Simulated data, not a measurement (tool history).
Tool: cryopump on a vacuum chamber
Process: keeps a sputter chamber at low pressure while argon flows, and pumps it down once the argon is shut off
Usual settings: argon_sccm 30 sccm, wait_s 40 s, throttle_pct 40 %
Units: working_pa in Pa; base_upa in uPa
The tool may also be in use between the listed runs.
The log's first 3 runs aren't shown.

Run 4, day 6.625: usual settings but argon_sccm 34 sccm, throttle_pct 37 %. Result: working_pa 0.0954 Pa, base_upa 1.3 uPa.
Run 5, day 9.171: usual settings but wait_s 145 s. Result: working_pa 0.0774 Pa, base_upa 0.74 uPa.
Run 6, day 11.162: usual settings but argon_sccm 18 sccm, wait_s 145 s. Result: working_pa 0.048 Pa, base_upa 0.74 uPa.
Run 7, day 14.117: usual settings but argon_sccm 18 sccm, wait_s 145 s. Result: working_pa 0.0479 Pa, base_upa 0.74 uPa.
Run 8, day 16.033: usual settings but argon_sccm 18 sccm, wait_s 145 s. Result: working_pa 0.0485 Pa, base_upa 0.79 uPa.
Run 9, day 19.121: usual settings. Result: working_pa 0.0812 Pa, base_upa 1.46 uPa.
Run 10, day 21.933: usual settings. Result: working_pa 0.0829 Pa, base_upa 1.47 uPa.
Run 11, day 24.683: usual settings. Result: working_pa 0.0833 Pa, base_upa 1.49 uPa.
Run 12, day 26.221: usual settings. Result: working_pa 0.0839 Pa, base_upa 1.51 uPa.
Run 13, day 28.383: usual settings. Result: working_pa 0.0856 Pa, base_upa 1.57 uPa.
Run 14, day 31.908: usual settings. Result: working_pa 0.0861 Pa, base_upa 1.59 uPa.
Run 15, day 33.638: usual settings. Result: working_pa 0.087 Pa, base_upa 1.61 uPa.
Run 16, day 36.05: usual settings but argon_sccm 29 sccm. Result: working_pa 0.0844 Pa, base_upa 1.69 uPa.
Run 17, day 37.558: usual settings but argon_sccm 29 sccm. Result: working_pa 0.0852 Pa, base_upa 1.66 uPa.
At day 38.05: pump warmed up, emptied and cooled again.
Run 18, day 41.088: usual settings but argon_sccm 29 sccm. Result: working_pa 0.0747 Pa, base_upa 1.5 uPa.

The next listed run, before its measurement:
Run 19, day 43.946: usual settings but argon_sccm 43 sccm, throttle_pct 36 %. Result: working_pa ?, base_upa ?.

{"run 19": {"working_pa": 0.123, "base_upa": 1.56}}
Without the tool's hidden state the same run would have given working_pa 0.1191 Pa, base_upa 1.06 uPa.
